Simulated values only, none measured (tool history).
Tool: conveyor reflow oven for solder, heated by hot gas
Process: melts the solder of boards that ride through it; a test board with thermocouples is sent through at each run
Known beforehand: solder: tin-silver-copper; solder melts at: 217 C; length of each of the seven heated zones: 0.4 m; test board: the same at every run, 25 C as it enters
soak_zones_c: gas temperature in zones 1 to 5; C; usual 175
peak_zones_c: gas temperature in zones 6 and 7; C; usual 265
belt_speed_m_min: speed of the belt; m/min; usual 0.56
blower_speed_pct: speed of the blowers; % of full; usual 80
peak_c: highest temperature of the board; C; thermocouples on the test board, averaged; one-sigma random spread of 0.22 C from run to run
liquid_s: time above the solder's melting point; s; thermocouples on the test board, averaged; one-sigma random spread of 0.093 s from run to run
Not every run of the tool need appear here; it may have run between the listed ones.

run	hour	soak_zones_c	peak_zones_c	belt_speed_m_min	blower_speed_pct	peak_c	liquid_s
1	0	175	265	0.56	80	252.2	67.73
2	35.5	175	265	0.56	63	248.5	63.43
3	111.3	175	265	0.614	63	246	54.6
# hour 141.7: thermocouples of zones 6 and 7 changed
4	164.4	175	265	0.614	63	249.5	57.47
# hour 181.7: flux residue cleaned out of gas plates and filters
5	225.3	179	265	0.614	63	250.3	60.06
6	277.5	175	265	0.542	80	256.2	73.25
7	337.9	175	265	0.542	80	256	73.09
8	374.4	175	265	0.542	80	255.7	73.16
9	422.2	175	265	0.56	72	253.5	68.38
10	482.2	175	265	0.56	72	253.2	68.18

Run 11 is up next; what results do you expect?
11	527.3	175	265	0.56	72	?	?

Run 11 gave peak_c 253.3 C, liquid_s 68.09 s.
With no hidden state in the tool, this same run would have given peak_c 254.3 C, liquid_s 67.52 s.

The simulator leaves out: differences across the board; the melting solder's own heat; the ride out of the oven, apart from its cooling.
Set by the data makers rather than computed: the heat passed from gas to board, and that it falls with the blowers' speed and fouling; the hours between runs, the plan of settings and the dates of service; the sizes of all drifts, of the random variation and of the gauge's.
